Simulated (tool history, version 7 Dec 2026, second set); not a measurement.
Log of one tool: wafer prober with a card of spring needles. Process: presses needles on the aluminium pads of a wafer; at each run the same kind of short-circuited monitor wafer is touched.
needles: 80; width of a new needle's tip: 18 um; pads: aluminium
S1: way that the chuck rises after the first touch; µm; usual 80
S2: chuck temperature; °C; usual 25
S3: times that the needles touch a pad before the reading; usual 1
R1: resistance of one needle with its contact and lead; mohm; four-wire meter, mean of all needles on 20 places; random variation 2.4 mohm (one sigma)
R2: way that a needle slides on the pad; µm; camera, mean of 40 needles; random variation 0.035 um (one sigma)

run	hour	S1	S2	S3	R1	R2
1	0	80	25	1	282	22.14
# hour 27.9: tips cleaned on abrasive film
# hour 55.9: tips cleaned on abrasive film
2	57.8	80	25	1	348	22.09
# hour 80.2: tips cleaned on abrasive film
# hour 103.6: tips cleaned on abrasive film
3	109.9	80	25	1	451	22.04
# hour 131.6: tips cleaned on abrasive film
4	152.5	80	25	1	531	22.05
# hour 158.4: tips cleaned on abrasive film
# hour 177.3: height of the first contact set anew
# hour 182.4: tips cleaned on abrasive film
# hour 208: tips cleaned on abrasive film
5	211.7	80	25	1	407	22.3
# hour 235.4: tips cleaned on abrasive film
6	250.2	80	106	1	503	22.32
# hour 259.9: tips cleaned on abrasive film
# hour 284.9: tips cleaned on abrasive film
7	288.9	80	106	1	408	22.19
# hour 311.5: tips cleaned on abrasive film
8	328.2	80	106	1	505	22.2

Forecast run 9:
# hour 337.6: tips cleaned on abrasive film
# hour 342.4: tips cleaned on abrasive film, once more
# hour 366.5: tips cleaned on abrasive film
9	379	78	42	2	?	?

{"run 9": {"R1": 426, "R2": 21.56}}
Without the tool's hidden state the same run would have given R1 276 mohm, R2 21.77 µm.

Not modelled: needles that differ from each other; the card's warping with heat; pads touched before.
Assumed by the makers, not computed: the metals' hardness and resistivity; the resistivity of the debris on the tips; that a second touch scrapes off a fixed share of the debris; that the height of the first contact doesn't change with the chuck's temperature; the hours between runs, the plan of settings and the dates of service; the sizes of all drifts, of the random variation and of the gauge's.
